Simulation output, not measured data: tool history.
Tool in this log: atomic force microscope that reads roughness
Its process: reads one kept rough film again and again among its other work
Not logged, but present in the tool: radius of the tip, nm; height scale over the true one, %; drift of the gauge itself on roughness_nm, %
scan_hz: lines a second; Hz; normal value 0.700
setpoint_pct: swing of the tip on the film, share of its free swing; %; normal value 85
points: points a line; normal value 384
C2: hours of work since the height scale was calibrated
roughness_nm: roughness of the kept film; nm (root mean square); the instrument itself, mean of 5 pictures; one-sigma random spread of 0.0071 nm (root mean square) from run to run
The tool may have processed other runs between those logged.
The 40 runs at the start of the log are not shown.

-- hour=252.3 new tip fitted
run 41 hour=252.8 | scan_hz=0.626 setpoint_pct=75 points=627 | pictures_with_this_tip=1 C2=423 | roughness_nm=2.603
run 42 hour=258.2 | scan_hz=0.715 setpoint_pct=60 points=384 | pictures_with_this_tip=15 C2=428 | roughness_nm=2.658
run 43 hour=266.0 | scan_hz=3.845 setpoint_pct=60 points=353 | pictures_with_this_tip=35 C2=434 | roughness_nm=2.416
run 44 hour=273.1 | scan_hz=2.817 setpoint_pct=65 points=573 | pictures_with_this_tip=53 C2=440 | roughness_nm=2.403
run 45 hour=280.8 | scan_hz=2.817 setpoint_pct=65 points=573 | pictures_with_this_tip=72 C2=446 | roughness_nm=2.411
run 46 hour=287.1 | scan_hz=1.219 setpoint_pct=65 points=304 | pictures_with_this_tip=89 C2=451 | roughness_nm=2.572
run 47 hour=293.5 | scan_hz=1.219 setpoint_pct=65 points=304 | pictures_with_this_tip=105 C2=456 | roughness_nm=2.567
run 48 hour=301.1 | scan_hz=2.044 setpoint_pct=85 points=954 | pictures_with_this_tip=124 C2=462 | roughness_nm=2.128
-- hour=305.6 new tip fitted
run 49 hour=309.7 | scan_hz=2.044 setpoint_pct=85 points=954 | pictures_with_this_tip=10 C2=469 | roughness_nm=2.129
run 50 hour=316.9 | scan_hz=0.577 setpoint_pct=84 points=510 | pictures_with_this_tip=29 C2=474 | roughness_nm=2.534
run 51 hour=324.2 | scan_hz=3.920 setpoint_pct=70 points=652 | pictures_with_this_tip=47 C2=480 | roughness_nm=2.182
run 52 hour=332.0 | scan_hz=1.254 setpoint_pct=57 points=673 | pictures_with_this_tip=67 C2=486 | roughness_nm=2.632
run 53 hour=341.0 | scan_hz=1.254 setpoint_pct=57 points=673 | pictures_with_this_tip=90 C2=494 | roughness_nm=2.631

3 ways to go on from here, each from the tool as it stands after run 53. What would each give?
run A hour=348.1 | scan_hz=1.254 setpoint_pct=71 points=616 | pictures_with_this_tip=108 C2=499 | roughness_nm=?
run B hour=348.1 | scan_hz=0.700 setpoint_pct=85 points=834 | pictures_with_this_tip=108 C2=499 | roughness_nm=?
run C hour=348.1 | scan_hz=0.522 setpoint_pct=83 points=267 | pictures_with_this_tip=108 C2=499 | roughness_nm=?

run=A roughness_nm=2.495
run=B roughness_nm=2.481
run=C roughness_nm=2.535
Stripped of hidden state, with their random variation kept, the same runs would have yielded:
run=A roughness_nm=2.497
run=B roughness_nm=2.483
run=C roughness_nm=2.536
